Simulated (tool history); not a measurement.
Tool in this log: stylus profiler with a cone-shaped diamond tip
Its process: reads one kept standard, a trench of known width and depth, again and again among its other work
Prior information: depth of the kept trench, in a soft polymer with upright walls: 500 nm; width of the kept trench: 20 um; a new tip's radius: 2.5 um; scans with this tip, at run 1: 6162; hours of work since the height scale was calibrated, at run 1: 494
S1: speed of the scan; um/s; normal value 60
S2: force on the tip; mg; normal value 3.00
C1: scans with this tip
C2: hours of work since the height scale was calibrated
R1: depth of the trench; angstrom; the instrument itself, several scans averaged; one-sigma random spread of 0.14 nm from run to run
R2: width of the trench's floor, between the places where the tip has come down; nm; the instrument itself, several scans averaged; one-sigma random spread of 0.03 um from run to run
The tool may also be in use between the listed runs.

run,hour,S1,S2,C1,C2,R1,R2
1,0.0,60,3.00,6162,494,5089.0,16460
2,29.2,60,3.00,6367,510,5090.1,16450
3,69.6,60,3.00,6652,533,5089.6,16430
4,95.4,60,3.00,6833,548,5088.4,16430
5,130.8,60,3.00,7082,568,5089.1,16390
6,168.7,60,3.00,7349,589,5089.2,16370
7,210.2,60,3.00,7641,613,5088.1,16430
8,233.6,46,4.91,7806,626,5127.3,16380
9,258.6,58,3.00,7981,640,5087.6,16370
# hour 261.2: height scale calibrated on a step standard
10,295.2,101,4.15,8235,19,5108.5,16250
11,316.5,101,4.15,8385,31,5110.0,16280
# hour 346.4: height scale calibrated on a step standard, once more
12,346.4,101,4.15,8592,0,5117.7,16340
13,364.6,162,2.08,8720,10,5074.5,16070

For some of the steps in R1 from one run to the next: how much would appear even if the tool had no hidden state, given the settings, what came in and random variation, and how much remains for the hidden state plus any gauge scatter that the measured result and the result without hidden state don't share?
Hidden conditions of the tool in this case: radius of the tip, um; height scale over the true one, %; drift of the gauge itself on depth_nm, %; drift of the gauge itself on floor_um, %.
Run 11 -> 12: height scale calibrated on a step standard, once more. R1 +7.7 angstrom: hidden state +8.2, all else -0.5.
Run 12 -> 13: S1 101 -> 162, S2 4.15 -> 2.08. R1 -43.2 angstrom: hidden state -0.1, all else -43.1.
